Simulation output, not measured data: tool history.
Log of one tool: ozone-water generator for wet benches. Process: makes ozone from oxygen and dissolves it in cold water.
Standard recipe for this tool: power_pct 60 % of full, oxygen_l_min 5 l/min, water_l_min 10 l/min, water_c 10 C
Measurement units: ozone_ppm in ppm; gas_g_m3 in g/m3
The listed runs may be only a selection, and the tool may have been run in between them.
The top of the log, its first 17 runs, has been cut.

run    hour  power_pct  oxygen_l_min  water_l_min  water_c  ozone_ppm  gas_g_m3
 18  2112.7         41          3.06           13        9       15.2     150.6
 19  2277.5         60          5.16           14       10         17     134.7
 20  2434.8         60          3.36           10        5       25.4     174.2
     2538.9  -- water thermometer calibrated
 21    2600         43             5            6       13       24.8     115.7
 22  2764.5         60          5.24            9       17       21.1     133.3
 23  2856.9         42          4.48           10       10         19     122.5
 24    2994         56          3.78           11       10       20.7     155.6
 25  3111.5         60          7.65           10       10       20.7     106.3
 26  3200.2         67          6.44           10       10       22.6     125.3
 27  3284.2         67          6.44           10       10       22.7     123.8

Run 28 has not been measured yet. What should we expect?
 28  3400.6         67          6.44           10       10          ?         ?

Run 28 gave ozone_ppm 22.5 ppm, gas_g_m3 125.3 g/m3.
Without the tool's hidden state the same run would have given ozone_ppm 22.5 ppm, gas_g_m3 125.5 g/m3.
